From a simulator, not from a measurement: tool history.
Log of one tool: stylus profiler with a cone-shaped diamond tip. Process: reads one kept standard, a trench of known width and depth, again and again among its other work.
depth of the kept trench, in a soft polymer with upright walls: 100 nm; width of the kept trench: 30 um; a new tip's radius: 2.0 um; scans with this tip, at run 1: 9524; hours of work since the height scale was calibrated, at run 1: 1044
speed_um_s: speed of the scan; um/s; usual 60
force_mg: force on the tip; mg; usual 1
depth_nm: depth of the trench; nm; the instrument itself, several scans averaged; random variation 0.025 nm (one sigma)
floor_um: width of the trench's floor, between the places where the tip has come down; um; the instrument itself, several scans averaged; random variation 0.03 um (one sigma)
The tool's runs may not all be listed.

run	hour	speed_um_s	force_mg	scans with this tip	hours of work since the height scale was calibrated	depth_nm	floor_um
1	0	60	1	9524	1044	100.88	28.27
2	68	202	1	9810	1075	100.82	27.4
3	143.3	60	1	10128	1110	100.82	28.22
4	221.3	60	1	10456	1146	100.84	28.23
5	333.6	60	1	10929	1198	100.81	28.13
6	413.7	60	1	11266	1235	100.86	28.21
7	468.9	60	1	11499	1260	100.9	28.18
8	528.2	16	1	11749	1288	100.85	28.44
9	597.8	16	1	12042	1320	100.84	28.4
10	717.1	16	1	12544	1375	100.88	28.39
11	822.2	157	1	12987	1423	100.88	27.59
12	883.3	93	1	13244	1452	100.91	27.92
13	959.2	93	1	13564	1487	100.86	27.96
14	1072.4	60	2.78	14041	1539	101.62	28.24
# hour 1118.5: height scale calibrated on a step standard
15	1161.3	60	1	14413	20	100.74	28.17
16	1213	60	1	14631	44	100.76	28.18
17	1315.8	60	1	15064	91	100.79	28.14
18	1433.9	60	1	15561	146	100.75	28.12
19	1527.2	60	0.37	15954	189	100.4	27.91
20	1581.1	40	1.95	16181	214	101.16	28.27
21	1640	231	0.89	16429	241	100.74	27.01
22	1719.4	102	1.96	16764	277	101.17	28.07
23	1795.3	18	0.56	17083	312	100.55	28.27
24	1899.9	18	0.56	17524	361	100.55	28.3
25	1994.8	18	0.56	17924	405	100.58	28.26
26	2052.2	18	0.56	18165	431	100.53	28.32
27	2110.6	172	2.68	18412	458	101.45	27.83
28	2198.4	160	0.61	18782	499	100.62	27.24
29	2314.7	43	1.08	19271	552	100.9	28.15
30	2434.9	43	1.08	19778	608	100.88	28.21
31	2524.8	37	1.76	20156	649	101.2	28.23
32	2588.4	41	1.76	20424	679	101.21	28.2
33	2651.4	41	0.65	20689	708	100.67	28.08
34	2723.9	192	0.65	20995	741	100.67	26.98
35	2821.9	147	2.79	21408	786	101.58	27.83
36	2942.7	147	2.79	21917	842	101.6	27.81
37	3013.2	44	0.37	22213	875	100.53	28.01

4 ways to go on from here, each from the tool as it stands after run 37. What would each give?
A	3129.3	56	2.86	22702	928	?	?
B	3129.3	44	1.06	22702	928	?	?
C	3129.3	126	0.45	22702	928	?	?
D	3129.3	58	2.7	22702	928	?	?

run	depth_nm	floor_um
A	101.64	28.16
B	100.92	28.07
C	100.53	27.27
D	101.55	28.09
Without the tool's hidden state the same runs would have given:
run	depth_nm	floor_um
A	101.49	28.57
B	100.77	28.48
C	100.39	27.67
D	101.4	28.49
